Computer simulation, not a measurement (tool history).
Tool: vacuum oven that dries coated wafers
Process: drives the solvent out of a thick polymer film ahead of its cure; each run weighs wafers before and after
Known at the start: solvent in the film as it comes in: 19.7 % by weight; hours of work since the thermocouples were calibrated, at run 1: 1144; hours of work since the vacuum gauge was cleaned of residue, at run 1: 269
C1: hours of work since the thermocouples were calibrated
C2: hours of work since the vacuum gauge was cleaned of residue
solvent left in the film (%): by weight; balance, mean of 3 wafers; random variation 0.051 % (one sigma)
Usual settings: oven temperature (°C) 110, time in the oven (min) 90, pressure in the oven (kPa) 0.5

run 1 day=0 | oven_temperature_(°C)=110 time_in_the_oven_(min)=90 pressure_in_the_oven_(kPa)=0.5 | C1=1144 C2=269 | solvent_left_in_the_film_(%)=1.48
run 2 day=0.688 | oven_temperature_(°C)=110 time_in_the_oven_(min)=90 pressure_in_the_oven_(kPa)=0.5 | C1=1152 C2=277 | solvent_left_in_the_film_(%)=1.46
run 3 day=1.4 | oven_temperature_(°C)=118 time_in_the_oven_(min)=90 pressure_in_the_oven_(kPa)=0.5 | C1=1161 C2=285 | solvent_left_in_the_film_(%)=0.58
run 4 day=2.196 | oven_temperature_(°C)=110 time_in_the_oven_(min)=90 pressure_in_the_oven_(kPa)=1.998 | C1=1170 C2=295 | solvent_left_in_the_film_(%)=3.04
run 5 day=3.762 | oven_temperature_(°C)=110 time_in_the_oven_(min)=90 pressure_in_the_oven_(kPa)=0.5 | C1=1189 C2=313 | solvent_left_in_the_film_(%)=1.52
run 6 day=4.779 | oven_temperature_(°C)=110 time_in_the_oven_(min)=90 pressure_in_the_oven_(kPa)=0.37 | C1=1201 C2=325 | solvent_left_in_the_film_(%)=1.36
run 7 day=5.729 | oven_temperature_(°C)=110 time_in_the_oven_(min)=90 pressure_in_the_oven_(kPa)=0.37 | C1=1212 C2=337 | solvent_left_in_the_film_(%)=1.4
run 8 day=6.45 | oven_temperature_(°C)=110 time_in_the_oven_(min)=90 pressure_in_the_oven_(kPa)=0.37 | C1=1221 C2=345 | solvent_left_in_the_film_(%)=1.38
run 9 day=7.475 | oven_temperature_(°C)=110 time_in_the_oven_(min)=90 pressure_in_the_oven_(kPa)=0.37 | C1=1233 C2=357 | solvent_left_in_the_film_(%)=1.3
run 10 day=8.392 | oven_temperature_(°C)=110 time_in_the_oven_(min)=90 pressure_in_the_oven_(kPa)=0.37 | C1=1244 C2=368 | solvent_left_in_the_film_(%)=1.34
run 11 day=9.629 | oven_temperature_(°C)=110 time_in_the_oven_(min)=90 pressure_in_the_oven_(kPa)=0.5 | C1=1258 C2=383 | solvent_left_in_the_film_(%)=1.48
run 12 day=11.067 | oven_temperature_(°C)=110 time_in_the_oven_(min)=90 pressure_in_the_oven_(kPa)=0.5 | C1=1275 C2=400 | solvent_left_in_the_film_(%)=1.51
run 13 day=12.1 | oven_temperature_(°C)=110 time_in_the_oven_(min)=90 pressure_in_the_oven_(kPa)=1.192 | C1=1288 C2=412 | solvent_left_in_the_film_(%)=2.3
run 14 day=13.729 | oven_temperature_(°C)=123 time_in_the_oven_(min)=90 pressure_in_the_oven_(kPa)=0.5 | C1=1307 C2=431 | solvent_left_in_the_film_(%)=0.48
run 15 day=15.392 | oven_temperature_(°C)=123 time_in_the_oven_(min)=90 pressure_in_the_oven_(kPa)=0.5 | C1=1327 C2=451 | solvent_left_in_the_film_(%)=0.4
run 16 day=16.121 | oven_temperature_(°C)=123 time_in_the_oven_(min)=90 pressure_in_the_oven_(kPa)=0.5 | C1=1335 C2=460 | solvent_left_in_the_film_(%)=0.36
run 17 day=17.321 | oven_temperature_(°C)=123 time_in_the_oven_(min)=90 pressure_in_the_oven_(kPa)=1.056 | C1=1350 C2=474 | solvent_left_in_the_film_(%)=0.86
run 18 day=18.854 | oven_temperature_(°C)=123 time_in_the_oven_(min)=90 pressure_in_the_oven_(kPa)=1.056 | C1=1368 C2=492 | solvent_left_in_the_film_(%)=0.86
run 19 day=20.346 | oven_temperature_(°C)=123 time_in_the_oven_(min)=90 pressure_in_the_oven_(kPa)=1.056 | C1=1385 C2=510 | solvent_left_in_the_film_(%)=0.83
run 20 day=21.254 | oven_temperature_(°C)=123 time_in_the_oven_(min)=90 pressure_in_the_oven_(kPa)=1.056 | C1=1396 C2=521 | solvent_left_in_the_film_(%)=0.88
run 21 day=22.646 | oven_temperature_(°C)=123 time_in_the_oven_(min)=90 pressure_in_the_oven_(kPa)=1.056 | C1=1413 C2=537 | solvent_left_in_the_film_(%)=0.8
run 22 day=24.208 | oven_temperature_(°C)=123 time_in_the_oven_(min)=90 pressure_in_the_oven_(kPa)=1.056 | C1=1431 C2=556 | solvent_left_in_the_film_(%)=0.89
run 23 day=25.388 | oven_temperature_(°C)=123 time_in_the_oven_(min)=90 pressure_in_the_oven_(kPa)=1.056 | C1=1445 C2=570 | solvent_left_in_the_film_(%)=0.92
run 24 day=26.279 | oven_temperature_(°C)=119 time_in_the_oven_(min)=120 pressure_in_the_oven_(kPa)=1.573 | C1=1456 C2=580 | solvent_left_in_the_film_(%)=1.52
run 25 day=27.679 | oven_temperature_(°C)=110 time_in_the_oven_(min)=101 pressure_in_the_oven_(kPa)=1.338 | C1=1472 C2=597 | solvent_left_in_the_film_(%)=2.23
run 26 day=28.979 | oven_temperature_(°C)=99 time_in_the_oven_(min)=98 pressure_in_the_oven_(kPa)=1.338 | C1=1488 C2=612 | solvent_left_in_the_film_(%)=5.83
run 27 day=30.029 | oven_temperature_(°C)=99 time_in_the_oven_(min)=98 pressure_in_the_oven_(kPa)=1.338 | C1=1500 C2=625 | solvent_left_in_the_film_(%)=5.92
run 28 day=31.646 | oven_temperature_(°C)=110 time_in_the_oven_(min)=117 pressure_in_the_oven_(kPa)=0.658 | C1=1519 C2=644 | solvent_left_in_the_film_(%)=1.21
run 29 day=32.508 | oven_temperature_(°C)=110 time_in_the_oven_(min)=117 pressure_in_the_oven_(kPa)=0.658 | C1=1530 C2=654 | solvent_left_in_the_film_(%)=1.31
run 30 day=33.6 | oven_temperature_(°C)=112 time_in_the_oven_(min)=77 pressure_in_the_oven_(kPa)=0.683 | C1=1543 C2=667 | solvent_left_in_the_film_(%)=1.85
-- day=34.929 oven's thermocouples calibrated
run 31 day=35.071 | oven_temperature_(°C)=97 time_in_the_oven_(min)=67 pressure_in_the_oven_(kPa)=1.387 | C1=2 C2=684 | solvent_left_in_the_film_(%)=7.45
run 32 day=36.196 | oven_temperature_(°C)=97 time_in_the_oven_(min)=67 pressure_in_the_oven_(kPa)=1.387 | C1=15 C2=697 | solvent_left_in_the_film_(%)=7.41
run 33 day=37.15 | oven_temperature_(°C)=97 time_in_the_oven_(min)=67 pressure_in_the_oven_(kPa)=1.387 | C1=26 C2=708 | solvent_left_in_the_film_(%)=7.32
run 34 day=37.858 | oven_temperature_(°C)=97 time_in_the_oven_(min)=90 pressure_in_the_oven_(kPa)=0.434 | C1=35 C2=717 | solvent_left_in_the_film_(%)=4.61
run 35 day=38.975 | oven_temperature_(°C)=97 time_in_the_oven_(min)=90 pressure_in_the_oven_(kPa)=0.434 | C1=48 C2=730 | solvent_left_in_the_film_(%)=4.68
run 36 day=40.233 | oven_temperature_(°C)=97 time_in_the_oven_(min)=90 pressure_in_the_oven_(kPa)=0.434 | C1=63 C2=745 | solvent_left_in_the_film_(%)=4.53
run 37 day=41.596 | oven_temperature_(°C)=97 time_in_the_oven_(min)=90 pressure_in_the_oven_(kPa)=0.434 | C1=79 C2=761 | solvent_left_in_the_film_(%)=4.7
run 38 day=42.333 | oven_temperature_(°C)=114 time_in_the_oven_(min)=90 pressure_in_the_oven_(kPa)=0.673 | C1=88 C2=770 | solvent_left_in_the_film_(%)=1.03
run 39 day=43.792 | oven_temperature_(°C)=114 time_in_the_oven_(min)=90 pressure_in_the_oven_(kPa)=0.673 | C1=105 C2=787 | solvent_left_in_the_film_(%)=0.87
run 40 day=45.446 | oven_temperature_(°C)=114 time_in_the_oven_(min)=90 pressure_in_the_oven_(kPa)=0.673 | C1=125 C2=806 | solvent_left_in_the_film_(%)=0.86
run 41 day=46.175 | oven_temperature_(°C)=103 time_in_the_oven_(min)=107 pressure_in_the_oven_(kPa)=1.384 | C1=133 C2=815 | solvent_left_in_the_film_(%)=3.18
run 42 day=46.996 | oven_temperature_(°C)=103 time_in_the_oven_(min)=107 pressure_in_the_oven_(kPa)=1.384 | C1=143 C2=825 | solvent_left_in_the_film_(%)=3.23
run 43 day=48.654 | oven_temperature_(°C)=103 time_in_the_oven_(min)=107 pressure_in_the_oven_(kPa)=1.384 | C1=163 C2=844 | solvent_left_in_the_film_(%)=3.29
run 44 day=49.571 | oven_temperature_(°C)=123 time_in_the_oven_(min)=103 pressure_in_the_oven_(kPa)=0.75 | C1=174 C2=855 | solvent_left_in_the_film_(%)=0.47
run 45 day=50.617 | oven_temperature_(°C)=109 time_in_the_oven_(min)=52 pressure_in_the_oven_(kPa)=0.5 | C1=186 C2=868 | solvent_left_in_the_film_(%)=3.29
run 46 day=51.808 | oven_temperature_(°C)=116 time_in_the_oven_(min)=52 pressure_in_the_oven_(kPa)=0.627 | C1=200 C2=882 | solvent_left_in_the_film_(%)=1.63

Hidden state or all else? Some run-to-run changes of solvent left in the film (%), split into what the settings, what came in and random variation would give without the hidden state, and what is left for the hidden state (with any gauge scatter that isn't in both results):
The hidden state here: true wafer temperature over the reading, C; true pressure over the reading, kPa; drift of the gauge itself on solvent_pct, %.
Run 25 -> 26: oven temperature (°C) 110 -> 99, time in the oven (min) 101 -> 98. solvent left in the film (%) +3.6: hidden state +0.79, all else +2.81.
Run 27 -> 28: oven temperature (°C) 99 -> 110, time in the oven (min) 98 -> 117, pressure in the oven (kPa) 1.338 -> 0.658. solvent left in the film (%) -4.71: hidden state -0.94, all else -3.77.
Run 30 -> 31: oven temperature (°C) 112 -> 97, time in the oven (min) 77 -> 67, pressure in the oven (kPa) 0.683 -> 1.387, oven's thermocouples calibrated. solvent left in the film (%) +5.6: hidden state -0.54, all else +6.14.
Run 37 -> 38: oven temperature (°C) 97 -> 114, pressure in the oven (kPa) 0.434 -> 0.673. solvent left in the film (%) -3.67: hidden state -0.11, all else -3.56.
